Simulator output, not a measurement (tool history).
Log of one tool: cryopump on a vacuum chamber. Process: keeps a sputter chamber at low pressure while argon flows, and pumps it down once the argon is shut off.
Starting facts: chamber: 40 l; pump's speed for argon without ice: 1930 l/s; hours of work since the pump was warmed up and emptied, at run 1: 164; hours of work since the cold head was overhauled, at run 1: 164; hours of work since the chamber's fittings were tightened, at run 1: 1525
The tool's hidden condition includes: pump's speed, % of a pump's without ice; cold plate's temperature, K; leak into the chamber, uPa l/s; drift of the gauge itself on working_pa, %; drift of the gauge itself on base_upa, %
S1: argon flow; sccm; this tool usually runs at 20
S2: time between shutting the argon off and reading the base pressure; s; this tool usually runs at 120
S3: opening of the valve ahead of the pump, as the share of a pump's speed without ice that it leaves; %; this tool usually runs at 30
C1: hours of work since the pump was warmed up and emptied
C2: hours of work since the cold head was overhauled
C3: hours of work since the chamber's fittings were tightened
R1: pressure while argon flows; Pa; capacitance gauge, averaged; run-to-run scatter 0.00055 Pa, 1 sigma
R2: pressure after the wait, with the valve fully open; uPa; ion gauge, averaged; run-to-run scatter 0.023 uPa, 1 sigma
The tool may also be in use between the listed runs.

| run | hour | S1 | S2 | S3 | C1 | C2 | C3 | R1 | R2 |
|---|---|---|---|---|---|---|---|---|---|
| 1 | 0 | 20 | 120 | 30 | 164 | 164 | 1525 | 0.0591 | 1.84 |
| 2 | 10.2 | 20 | 120 | 30 | 173 | 173 | 1533 | 0.0605 | 1.88 |
| 3 | 26.8 | 20 | 120 | 30 | 186 | 186 | 1547 | 0.0607 | 1.85 |
| 4 | 47.5 | 20 | 120 | 30 | 203 | 203 | 1564 | 0.0591 | 1.86 |
| 5 | 60.1 | 20 | 120 | 30 | 213 | 213 | 1574 | 0.0606 | 1.94 |
| 6 | 79.2 | 20 | 120 | 30 | 228 | 228 | 1589 | 0.0601 | 1.95 |
| 7 | 93.1 | 20 | 120 | 30 | 240 | 240 | 1600 | 0.06 | 1.95 |
| 8 | 103.4 | 13 | 101 | 33 | 248 | 248 | 1609 | 0.036 | 2.09 |
| 9 | 117.8 | 13 | 101 | 33 | 260 | 260 | 1620 | 0.0357 | 2.1 |
| 10 | 138.5 | 36 | 59 | 30 | 276 | 276 | 1637 | 0.1095 | 2.63 |
| 11 | 158.3 | 22 | 91 | 30 | 292 | 292 | 1653 | 0.0659 | 2.29 |
| 12 | 170 | 22 | 91 | 30 | 302 | 302 | 1662 | 0.0676 | 2.21 |
| 13 | 181.3 | 22 | 179 | 16 | 311 | 311 | 1671 | 0.1233 | 1.83 |
| 14 | 196.7 | 23 | 170 | 36 | 323 | 323 | 1684 | 0.0593 | 1.91 |

Alternative continuations, all from the tool just after run 14; predict every row:
| A | 208.4 | 8 | 181 | 45 | 333 | 333 | 1693 | ? | ? |
| B | 208.4 | 30 | 120 | 30 | 333 | 333 | 1693 | ? | ? |
| C | 208.4 | 20 | 56 | 31 | 333 | 333 | 1693 | ? | ? |
| D | 208.4 | 23 | 157 | 36 | 333 | 333 | 1693 | ? | ? |
| E | 208.4 | 25 | 170 | 36 | 333 | 333 | 1693 | ? | ? |

| run | R1 | R2 |
|---|---|---|
| A | 0.0175 | 1.84 |
| B | 0.0918 | 2.05 |
| C | 0.0595 | 2.78 |
| D | 0.0592 | 1.89 |
| E | 0.0648 | 1.89 |
Had the tool no hidden state, the same runs would have come out as:
| run | R1 | R2 |
|---|---|---|
| A | 0.0163 | 0.54 |
| B | 0.0873 | 0.72 |
| C | 0.0565 | 1.46 |
| D | 0.0558 | 0.58 |
| E | 0.061 | 0.57 |
